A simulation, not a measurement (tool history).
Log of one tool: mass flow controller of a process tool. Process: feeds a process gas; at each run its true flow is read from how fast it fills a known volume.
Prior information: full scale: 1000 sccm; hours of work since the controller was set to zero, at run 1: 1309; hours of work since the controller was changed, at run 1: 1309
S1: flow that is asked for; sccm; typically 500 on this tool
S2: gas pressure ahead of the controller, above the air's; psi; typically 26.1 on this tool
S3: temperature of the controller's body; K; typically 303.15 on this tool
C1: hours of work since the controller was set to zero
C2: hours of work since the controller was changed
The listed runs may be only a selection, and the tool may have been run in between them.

{"run": 1, "hour": 0.0, "S1": 500, "S2": 26.1, "S3": 303.15, "C1": 1309, "C2": 1309, "true flow (%)": 98.36}
{"run": 2, "hour": 87.7, "S1": 500, "S2": 26.1, "S3": 303.15, "C1": 1362, "C2": 1362, "true flow (%)": 98.4}
{"run": 3, "hour": 219.4, "S1": 500, "S2": 26.1, "S3": 303.15, "C1": 1441, "C2": 1441, "true flow (%)": 98.39}
{"run": 4, "hour": 318.8, "S1": 500, "S2": 26.1, "S3": 303.15, "C1": 1501, "C2": 1501, "true flow (%)": 98.42}
{"run": 5, "hour": 456.3, "S1": 500, "S2": 26.1, "S3": 303.15, "C1": 1584, "C2": 1584, "true flow (%)": 98.4}
{"run": 6, "hour": 651.8, "S1": 500, "S2": 28.7, "S3": 303.15, "C1": 1702, "C2": 1702, "true flow (%)": 98.26}
{"run": 7, "hour": 817.8, "S1": 341, "S2": 26.1, "S3": 303.15, "C1": 1802, "C2": 1802, "true flow (%)": 97.32}
{"run": 8, "hour": 909.9, "S1": 341, "S2": 26.1, "S3": 303.15, "C1": 1857, "C2": 1857, "true flow (%)": 97.32}
{"run": 9, "hour": 1060.2, "S1": 341, "S2": 26.1, "S3": 303.15, "C1": 1948, "C2": 1948, "true flow (%)": 97.15}
{"run": 10, "hour": 1247.2, "S1": 341, "S2": 26.1, "S3": 303.15, "C1": 2060, "C2": 2060, "true flow (%)": 97.16}
{"run": 11, "hour": 1439.4, "S1": 500, "S2": 26.1, "S3": 303.15, "C1": 2176, "C2": 2176, "true flow (%)": 98.08}
{"run": 12, "hour": 1569.1, "S1": 134, "S2": 26.1, "S3": 309.15, "C1": 2255, "C2": 2255, "true flow (%)": 93.05}
{"run": 13, "hour": 1716.7, "S1": 202, "S2": 27.6, "S3": 293.15, "C1": 2344, "C2": 2344, "true flow (%)": 94.43}
{"run": 14, "hour": 1814.3, "S1": 202, "S2": 27.6, "S3": 293.15, "C1": 2402, "C2": 2402, "true flow (%)": 94.28}
{"run": 15, "hour": 1901.0, "S1": 647, "S2": 28.3, "S3": 295.15, "C1": 2455, "C2": 2455, "true flow (%)": 98.21}
{"run": 16, "hour": 2080.7, "S1": 550, "S2": 37.6, "S3": 303.15, "C1": 2563, "C2": 2563, "true flow (%)": 98.4}
{"run": 17, "hour": 2247.7, "S1": 194, "S2": 26.1, "S3": 309.15, "C1": 2664, "C2": 2664, "true flow (%)": 94.4}
{"run": 18, "hour": 2386.9, "S1": 325, "S2": 26.1, "S3": 295.15, "C1": 2747, "C2": 2747, "true flow (%)": 95.99}
{"run": 19, "hour": 2523.0, "S1": 172, "S2": 28.6, "S3": 303.15, "C1": 2829, "C2": 2829, "true flow (%)": 93.26}
{"run": 20, "hour": 2634.3, "S1": 172, "S2": 28.6, "S3": 303.15, "C1": 2897, "C2": 2897, "true flow (%)": 93.31}
{"run": 21, "hour": 2716.6, "S1": 739, "S2": 28.3, "S3": 311.15, "C1": 2946, "C2": 2946, "true flow (%)": 99.08}

Measured less the same run without the tool's hidden state. The same run-to-run variation is in both; the gauge's scatter may not be:
Unlogged tool condition in this case: flow at rest that the sensor doesn't see, % of full scale; true flow over the shown one, %; drift of the gauge itself on true_pct, %.
run=1 true_flow_(%)=-0.87
run=2 true_flow_(%)=-0.89
run=3 true_flow_(%)=-0.92
run=4 true_flow_(%)=-0.95
run=5 true_flow_(%)=-0.99
run=6 true_flow_(%)=-1.05
run=7 true_flow_(%)=-1.72
run=8 true_flow_(%)=-1.76
run=9 true_flow_(%)=-1.84
run=10 true_flow_(%)=-1.93
run=11 true_flow_(%)=-1.26
run=12 true_flow_(%)=-5.85
run=13 true_flow_(%)=-3.89
run=14 true_flow_(%)=-3.98
run=15 true_flow_(%)=-0.99
run=16 true_flow_(%)=-1.27
run=17 true_flow_(%)=-4.55
run=18 true_flow_(%)=-2.61
run=19 true_flow_(%)=-5.49
run=20 true_flow_(%)=-5.61
run=21 true_flow_(%)=-0.94

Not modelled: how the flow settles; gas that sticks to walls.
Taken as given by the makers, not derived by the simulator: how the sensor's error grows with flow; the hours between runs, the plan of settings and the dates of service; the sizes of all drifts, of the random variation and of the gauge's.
